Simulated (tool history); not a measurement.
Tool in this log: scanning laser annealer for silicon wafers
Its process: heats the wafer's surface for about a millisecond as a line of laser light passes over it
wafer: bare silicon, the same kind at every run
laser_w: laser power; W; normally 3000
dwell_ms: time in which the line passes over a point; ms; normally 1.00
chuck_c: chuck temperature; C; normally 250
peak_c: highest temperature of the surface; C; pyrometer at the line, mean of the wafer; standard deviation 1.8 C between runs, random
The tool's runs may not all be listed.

| run | hour | laser_w | dwell_ms | chuck_c | peak_c |
|---|---|---|---|---|---|
| 1 | 0.0 | 3000 | 1.00 | 250 | 1067 |
| 2 | 57.5 | 3000 | 1.11 | 250 | 1106 |
| 3 | 136.6 | 3000 | 1.00 | 227 | 1038 |
| 4 | 210.9 | 3000 | 1.00 | 227 | 1044 |
| 5 | 244.2 | 3000 | 1.00 | 227 | 1040 |
| 6 | 303.4 | 3000 | 1.00 | 227 | 1039 |
| 7 | 345.8 | 3000 | 1.00 | 227 | 1038 |
| 8 | 396.3 | 3000 | 1.00 | 227 | 1037 |
| 9 | 444.5 | 3000 | 1.07 | 227 | 1063 |
| 10 | 497.6 | 3000 | 1.07 | 227 | 1064 |
| 11 | 539.5 | 3191 | 1.00 | 250 | 1115 |
| 12 | 608.4 | 3191 | 1.00 | 250 | 1112 |
| 13 | 652.0 | 3191 | 1.00 | 250 | 1110 |
| 14 | 701.8 | 3191 | 1.00 | 250 | 1112 |
| 15 | 751.3 | 3191 | 0.98 | 244 | 1099 |
|  | 774.2 | window over the wafer cleaned |
| 16 | 828.6 | 3000 | 0.78 | 213 | 948 |
| 17 | 865.0 | 2641 | 1.10 | 213 | 965 |
| 18 | 943.6 | 2641 | 0.84 | 258 | 923 |
| 19 | 1006.8 | 2841 | 0.87 | 289 | 1017 |
| 20 | 1083.4 | 2949 | 1.00 | 280 | 1084 |
| 21 | 1123.2 | 2949 | 1.00 | 280 | 1083 |
| 22 | 1191.1 | 2973 | 1.08 | 279 | 1120 |
| 23 | 1250.5 | 2973 | 1.08 | 279 | 1118 |

For run 24, what comes out?
| 24 | 1325.6 | 2973 | 1.08 | 279 | ? |

peak_c: 1117 C
The same run, on a tool lacking any hidden state, would have yielded peak_c 1128 C.
